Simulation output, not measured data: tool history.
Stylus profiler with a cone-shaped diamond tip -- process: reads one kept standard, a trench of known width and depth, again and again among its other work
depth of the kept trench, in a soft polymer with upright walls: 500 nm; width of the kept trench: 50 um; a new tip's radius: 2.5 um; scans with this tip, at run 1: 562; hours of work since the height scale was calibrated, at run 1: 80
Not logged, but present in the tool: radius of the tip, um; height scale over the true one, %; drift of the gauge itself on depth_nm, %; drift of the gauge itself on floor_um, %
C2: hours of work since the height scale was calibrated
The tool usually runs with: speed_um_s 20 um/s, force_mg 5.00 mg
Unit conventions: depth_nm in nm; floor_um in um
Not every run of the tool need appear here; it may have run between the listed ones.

{"run": 1, "hour": 0.0, "speed_um_s": 20, "force_mg": 5.0, "scans with this tip": 562, "C2": 80, "depth_nm": 513.28, "floor_um": 46.97}
{"run": 2, "hour": 17.3, "speed_um_s": 20, "force_mg": 5.0, "scans with this tip": 639, "C2": 91, "depth_nm": 513.55, "floor_um": 47.01}
{"run": 3, "hour": 37.5, "speed_um_s": 20, "force_mg": 5.0, "scans with this tip": 730, "C2": 104, "depth_nm": 513.65, "floor_um": 46.98}
{"run": 4, "hour": 47.6, "speed_um_s": 20, "force_mg": 5.0, "scans with this tip": 774, "C2": 111, "depth_nm": 513.5, "floor_um": 46.96}
{"run": 5, "hour": 60.8, "speed_um_s": 27, "force_mg": 5.0, "scans with this tip": 833, "C2": 119, "depth_nm": 513.69, "floor_um": 46.93}
{"run": 6, "hour": 71.0, "speed_um_s": 10, "force_mg": 5.0, "scans with this tip": 878, "C2": 125, "depth_nm": 513.49, "floor_um": 46.94}
{"run": 7, "hour": 82.0, "speed_um_s": 33, "force_mg": 5.0, "scans with this tip": 927, "C2": 132, "depth_nm": 513.68, "floor_um": 46.96}
{"run": 8, "hour": 91.8, "speed_um_s": 11, "force_mg": 5.0, "scans with this tip": 971, "C2": 139, "depth_nm": 513.58, "floor_um": 46.97}
{"run": 9, "hour": 101.9, "speed_um_s": 11, "force_mg": 5.0, "scans with this tip": 1016, "C2": 145, "depth_nm": 513.82, "floor_um": 46.97}
{"run": 10, "hour": 112.4, "speed_um_s": 20, "force_mg": 5.0, "scans with this tip": 1063, "C2": 152, "depth_nm": 513.72, "floor_um": 46.97}
{"run": 11, "hour": 133.3, "speed_um_s": 20, "force_mg": 5.0, "scans with this tip": 1156, "C2": 165, "depth_nm": 513.85, "floor_um": 46.97}
{"run": 12, "hour": 144.2, "speed_um_s": 11, "force_mg": 5.0, "scans with this tip": 1204, "C2": 172, "depth_nm": 513.6, "floor_um": 46.99}
{"run": 13, "hour": 153.8, "speed_um_s": 20, "force_mg": 5.0, "scans with this tip": 1247, "C2": 178, "depth_nm": 513.53, "floor_um": 46.99}
{"run": 14, "hour": 166.2, "speed_um_s": 20, "force_mg": 5.0, "scans with this tip": 1302, "C2": 186, "depth_nm": 514.02, "floor_um": 46.92}
{"run": 15, "hour": 185.5, "speed_um_s": 20, "force_mg": 5.0, "scans with this tip": 1389, "C2": 198, "depth_nm": 513.81, "floor_um": 46.94}
{"run": 16, "hour": 202.1, "speed_um_s": 20, "force_mg": 5.0, "scans with this tip": 1462, "C2": 209, "depth_nm": 513.66, "floor_um": 46.91}
{"run": 17, "hour": 213.1, "speed_um_s": 15, "force_mg": 5.0, "scans with this tip": 1511, "C2": 216, "depth_nm": 513.84, "floor_um": 46.96}
{"run": 18, "hour": 225.4, "speed_um_s": 20, "force_mg": 5.0, "scans with this tip": 1566, "C2": 224, "depth_nm": 513.74, "floor_um": 46.9}
{"run": 19, "hour": 246.6, "speed_um_s": 20, "force_mg": 11.42, "scans with this tip": 1660, "C2": 237, "depth_nm": 523.41, "floor_um": 46.98}
{"run": 20, "hour": 256.7, "speed_um_s": 20, "force_mg": 11.42, "scans with this tip": 1705, "C2": 243, "depth_nm": 523.62, "floor_um": 46.96}
{"run": 21, "hour": 271.3, "speed_um_s": 20, "force_mg": 11.42, "scans with this tip": 1770, "C2": 253, "depth_nm": 523.86, "floor_um": 46.93}
{"run": 22, "hour": 286.9, "speed_um_s": 29, "force_mg": 4.82, "scans with this tip": 1840, "C2": 263, "depth_nm": 513.79, "floor_um": 46.88}
{"hour": 288.6, "done": "height scale calibrated on a step standard"}
{"run": 23, "hour": 296.2, "speed_um_s": 29, "force_mg": 4.82, "scans with this tip": 1879, "C2": 5, "depth_nm": 514.01, "floor_um": 46.89}
{"run": 24, "hour": 313.9, "speed_um_s": 16, "force_mg": 13.36, "scans with this tip": 1958, "C2": 16, "depth_nm": 526.6, "floor_um": 46.97}
{"run": 25, "hour": 327.0, "speed_um_s": 16, "force_mg": 13.36, "scans with this tip": 2016, "C2": 24, "depth_nm": 526.46, "floor_um": 46.89}
{"run": 26, "hour": 346.8, "speed_um_s": 16, "force_mg": 13.36, "scans with this tip": 2104, "C2": 37, "depth_nm": 526.67, "floor_um": 46.94}
{"run": 27, "hour": 364.6, "speed_um_s": 26, "force_mg": 11.03, "scans with this tip": 2184, "C2": 48, "depth_nm": 523.49, "floor_um": 46.88}
{"run": 28, "hour": 385.6, "speed_um_s": 34, "force_mg": 2.83, "scans with this tip": 2277, "C2": 62, "depth_nm": 509.94, "floor_um": 46.88}
{"run": 29, "hour": 394.8, "speed_um_s": 63, "force_mg": 5.09, "scans with this tip": 2318, "C2": 67, "depth_nm": 514.49, "floor_um": 46.85}
{"run": 30, "hour": 413.0, "speed_um_s": 63, "force_mg": 5.09, "scans with this tip": 2399, "C2": 79, "depth_nm": 514.68, "floor_um": 46.82}
{"hour": 416.7, "done": "height scale calibrated on a step standard, once more"}
{"run": 31, "hour": 432.3, "speed_um_s": 63, "force_mg": 5.09, "scans with this tip": 2483, "C2": 10, "depth_nm": 513.04, "floor_um": 46.81}
{"run": 32, "hour": 450.1, "speed_um_s": 8, "force_mg": 5.58, "scans with this tip": 2562, "C2": 21, "depth_nm": 514.12, "floor_um": 46.92}
{"run": 33, "hour": 459.7, "speed_um_s": 7, "force_mg": 1.87, "scans with this tip": 2605, "C2": 27, "depth_nm": 506.69, "floor_um": 46.91}
{"run": 34, "hour": 474.7, "speed_um_s": 6, "force_mg": 10.49, "scans with this tip": 2672, "C2": 37, "depth_nm": 521.83, "floor_um": 46.93}
{"run": 35, "hour": 484.0, "speed_um_s": 18, "force_mg": 4.74, "scans with this tip": 2713, "C2": 43, "depth_nm": 512.63, "floor_um": 46.91}
{"run": 36, "hour": 498.4, "speed_um_s": 18, "force_mg": 4.74, "scans with this tip": 2777, "C2": 52, "depth_nm": 512.66, "floor_um": 46.91}
{"run": 37, "hour": 515.0, "speed_um_s": 18, "force_mg": 4.74, "scans with this tip": 2851, "C2": 62, "depth_nm": 512.8, "floor_um": 46.89}
{"run": 38, "hour": 532.4, "speed_um_s": 10, "force_mg": 2.31, "scans with this tip": 2928, "C2": 74, "depth_nm": 508.13, "floor_um": 46.96}
{"run": 39, "hour": 549.8, "speed_um_s": 53, "force_mg": 2.14, "scans with this tip": 3006, "C2": 85, "depth_nm": 507.36, "floor_um": 46.75}
{"run": 40, "hour": 565.0, "speed_um_s": 20, "force_mg": 2.11, "scans with this tip": 3073, "C2": 94, "depth_nm": 507.38, "floor_um": 46.9}
{"run": 41, "hour": 581.4, "speed_um_s": 20, "force_mg": 2.11, "scans with this tip": 3146, "C2": 105, "depth_nm": 507.34, "floor_um": 46.87}
{"run": 42, "hour": 601.5, "speed_um_s": 20, "force_mg": 2.11, "scans with this tip": 3236, "C2": 117, "depth_nm": 507.51, "floor_um": 46.85}

Hidden condition of the tool, last listed run before each entry between runs versus first listed run after:
Run 22 -> run 23: height scale calibrated on a step standard (hour 288.6)
  height scale over the true one, %: 0.135 -> 0.203
  what was measured, less what the result would be without the hidden state, depth_nm: +0.69 -> +1.04 nm; floor_um: -0.02 -> -0.03 um
Run 30 -> run 31: height scale calibrated on a step standard, once more (hour 416.7)
  radius of the tip, um: 2.56 -> 2.57; height scale over the true one, %: 0.233 -> -0.02
  what was measured, less what the result would be without the hidden state, depth_nm: +1.20 -> -0.10 nm; floor_um: -0.04 -> -0.05 um
